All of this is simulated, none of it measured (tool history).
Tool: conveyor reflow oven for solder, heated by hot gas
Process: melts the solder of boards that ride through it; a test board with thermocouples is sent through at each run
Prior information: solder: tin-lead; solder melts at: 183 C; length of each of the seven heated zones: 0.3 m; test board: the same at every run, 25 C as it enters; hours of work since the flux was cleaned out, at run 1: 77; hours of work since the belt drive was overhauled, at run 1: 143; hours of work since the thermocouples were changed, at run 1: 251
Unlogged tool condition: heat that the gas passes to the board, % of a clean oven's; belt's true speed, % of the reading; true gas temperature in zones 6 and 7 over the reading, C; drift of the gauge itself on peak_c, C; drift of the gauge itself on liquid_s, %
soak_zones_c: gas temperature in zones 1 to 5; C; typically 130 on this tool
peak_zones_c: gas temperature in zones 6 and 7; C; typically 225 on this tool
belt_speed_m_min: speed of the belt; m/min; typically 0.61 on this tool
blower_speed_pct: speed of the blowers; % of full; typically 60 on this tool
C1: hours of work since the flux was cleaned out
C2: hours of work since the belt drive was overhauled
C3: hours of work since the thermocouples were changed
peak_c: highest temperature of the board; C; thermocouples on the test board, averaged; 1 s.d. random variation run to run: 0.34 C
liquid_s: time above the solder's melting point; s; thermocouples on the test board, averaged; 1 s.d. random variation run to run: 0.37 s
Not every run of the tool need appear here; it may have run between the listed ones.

Run 1, day 0: usual settings; C1 77; C2 143; C3 251. Result: peak_c 204.7 C, liquid_s 31.5 s.
Run 2, day 1.771: usual settings but blower_speed_pct 52 % of full; C1 103; C2 169; C3 277. Result: peak_c 201.2 C, liquid_s 28.6 s.
Run 3, day 2.958: usual settings but blower_speed_pct 52 % of full; C1 120; C2 186; C3 294. Result: peak_c 201.3 C, liquid_s 28.4 s.
Run 4, day 3.829: usual settings but blower_speed_pct 52 % of full; C1 133; C2 199; C3 307. Result: peak_c 201.5 C, liquid_s 28.5 s.
Run 5, day 5.358: usual settings but blower_speed_pct 52 % of full; C1 155; C2 221; C3 329. Result: peak_c 202 C, liquid_s 27.8 s.
Run 6, day 6.988: usual settings but blower_speed_pct 52 % of full; C1 179; C2 245; C3 353. Result: peak_c 201.3 C, liquid_s 27.9 s.
Run 7, day 8.608: usual settings but blower_speed_pct 56 % of full; C1 203; C2 269; C3 377. Result: peak_c 202.4 C, liquid_s 30.4 s.
Run 8, day 9.633: usual settings but blower_speed_pct 56 % of full; C1 218; C2 284; C3 391. Result: peak_c 202.8 C, liquid_s 30.2 s.
Run 9, day 11.054: usual settings but blower_speed_pct 56 % of full; C1 238; C2 304; C3 412. Result: peak_c 202.1 C, liquid_s 29.5 s.
Run 10, day 12.212: usual settings but peak_zones_c 227 C; C1 255; C2 321; C3 429. Result: peak_c 205.8 C, liquid_s 32.2 s.
Run 11, day 14.029: usual settings but peak_zones_c 227 C; C1 282; C2 348; C3 456. Result: peak_c 205.1 C, liquid_s 32.9 s.
Run 12, day 15.225: usual settings but belt_speed_m_min 0.556 m/min; C1 299; C2 365; C3 473. Result: peak_c 206.7 C, liquid_s 37.8 s.
Run 13, day 17.004: usual settings but belt_speed_m_min 0.55 m/min; C1 325; C2 391; C3 499. Result: peak_c 207.2 C, liquid_s 38.6 s.
Run 14, day 18.271: usual settings; C1 343; C2 409; C3 517. Result: peak_c 203.4 C, liquid_s 32 s.
Run 15, day 19.5: usual settings; C1 361; C2 427; C3 535. Result: peak_c 203.8 C, liquid_s 31.4 s.
Run 16, day 20.692: usual settings but blower_speed_pct 56 % of full; C1 379; C2 445; C3 553. Result: peak_c 202.2 C, liquid_s 30.2 s.
At day 21.662: flux residue cleaned out of gas plates and filters.
Run 17, day 21.904: usual settings but soak_zones_c 139 C, peak_zones_c 238 C, belt_speed_m_min 0.541 m/min, blower_speed_pct 55 % of full; C1 4; C2 459; C3 567. Result: peak_c 221.6 C, liquid_s 52.1 s.
Run 18, day 23.133: usual settings but soak_zones_c 139 C, peak_zones_c 238 C, belt_speed_m_min 0.541 m/min, blower_speed_pct 55 % of full; C1 21; C2 477; C3 585. Result: peak_c 221.6 C, liquid_s 52.6 s.
Run 19, day 24.504: usual settings but blower_speed_pct 80 % of full; C1 41; C2 497; C3 605. Result: peak_c 210.8 C, liquid_s 39.8 s.
Run 20, day 25.775: usual settings but soak_zones_c 124 C, peak_zones_c 227 C, belt_speed_m_min 0.505 m/min, blower_speed_pct 71 % of full; C1 60; C2 516; C3 624. Result: peak_c 216.1 C, liquid_s 49.8 s.
Run 21, day 27.275: usual settings but soak_zones_c 124 C, peak_zones_c 227 C, belt_speed_m_min 0.505 m/min, blower_speed_pct 71 % of full; C1 82; C2 538; C3 645. Result: peak_c 216.4 C, liquid_s 50.1 s.
Run 22, day 29.062: usual settings but soak_zones_c 124 C, peak_zones_c 227 C, belt_speed_m_min 0.505 m/min, blower_speed_pct 71 % of full; C1 108; C2 564; C3 672. Result: peak_c 215.9 C, liquid_s 50.3 s.
Run 23, day 30.042: usual settings but soak_zones_c 127 C, peak_zones_c 235 C, belt_speed_m_min 0.66 m/min, blower_speed_pct 55 % of full; C1 122; C2 578; C3 686. Result: peak_c 207.9 C, liquid_s 31.1 s.
Run 24, day 30.817: usual settings but soak_zones_c 127 C, peak_zones_c 235 C, belt_speed_m_min 0.66 m/min, blower_speed_pct 55 % of full; C1 133; C2 589; C3 697. Result: peak_c 208.4 C, liquid_s 31 s.
Run 25, day 32.321: usual settings but soak_zones_c 115 C, belt_speed_m_min 0.553 m/min, blower_speed_pct 73 % of full; C1 155; C2 611; C3 719. Result: peak_c 210.8 C, liquid_s 39.2 s.

Branching from run 25: 3 alternative next runs. What would each branch give?
Run A, day 33.738: usual settings but soak_zones_c 141 C, belt_speed_m_min 0.553 m/min, blower_speed_pct 66 % of full; C1 176; C2 632; C3 740. Result: peak_c ?, liquid_s ?.
Run B, day 33.738: usual settings but soak_zones_c 115 C, peak_zones_c 237 C, belt_speed_m_min 0.553 m/min, blower_speed_pct 73 % of full; C1 176; C2 632; C3 740. Result: peak_c ?, liquid_s ?.
Run C, day 33.738: usual settings but soak_zones_c 128 C, belt_speed_m_min 0.643 m/min; C1 176; C2 632; C3 740. Result: peak_c ?, liquid_s ?.

run  peak_c  liquid_s
  A   213.3      47.3
  B   221.6      45.8
  C   203.7      28.8
What these runs would have given with no unlogged condition in the tool:
run  peak_c  liquid_s
  A   211.6      45.7
  B   220.1      44.5
  C   202.3      27.3
